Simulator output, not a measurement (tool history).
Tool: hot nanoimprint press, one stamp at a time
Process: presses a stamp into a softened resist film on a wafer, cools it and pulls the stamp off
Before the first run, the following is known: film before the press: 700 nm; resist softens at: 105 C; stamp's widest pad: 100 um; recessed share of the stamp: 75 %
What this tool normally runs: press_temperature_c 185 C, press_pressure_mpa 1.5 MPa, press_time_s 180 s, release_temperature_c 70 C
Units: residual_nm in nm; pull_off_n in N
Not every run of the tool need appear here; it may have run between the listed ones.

run 1 hour=0.0 | press_temperature_c=185 press_pressure_mpa=1.5 press_time_s=180 release_temperature_c=70 | residual_nm=308.7 pull_off_n=170
run 2 hour=45.7 | press_temperature_c=185 press_pressure_mpa=1.5 press_time_s=352 release_temperature_c=70 | residual_nm=227.5 pull_off_n=171
run 3 hour=120.5 | press_temperature_c=185 press_pressure_mpa=1.5 press_time_s=352 release_temperature_c=70 | residual_nm=232.2 pull_off_n=180
run 4 hour=190.7 | press_temperature_c=185 press_pressure_mpa=1.5 press_time_s=180 release_temperature_c=70 | residual_nm=307.0 pull_off_n=182
run 5 hour=245.0 | press_temperature_c=193 press_pressure_mpa=1.5 press_time_s=180 release_temperature_c=70 | residual_nm=243.6 pull_off_n=182
-- hour=264.6 stamp cleaned and given a new release coat
run 6 hour=285.4 | press_temperature_c=193 press_pressure_mpa=1.5 press_time_s=180 release_temperature_c=70 | residual_nm=245.3 pull_off_n=157

Estimate the outcome of run 7 from the log above:
run 7 hour=330.3 | press_temperature_c=193 press_pressure_mpa=1.5 press_time_s=180 release_temperature_c=70 | residual_nm=? pull_off_n=?

residual_nm: 243.6 nm
pull_off_n: 163 N
Minus the tool's unlogged condition, the same run would have read residual_nm 237.8 nm, pull_off_n 158 N.

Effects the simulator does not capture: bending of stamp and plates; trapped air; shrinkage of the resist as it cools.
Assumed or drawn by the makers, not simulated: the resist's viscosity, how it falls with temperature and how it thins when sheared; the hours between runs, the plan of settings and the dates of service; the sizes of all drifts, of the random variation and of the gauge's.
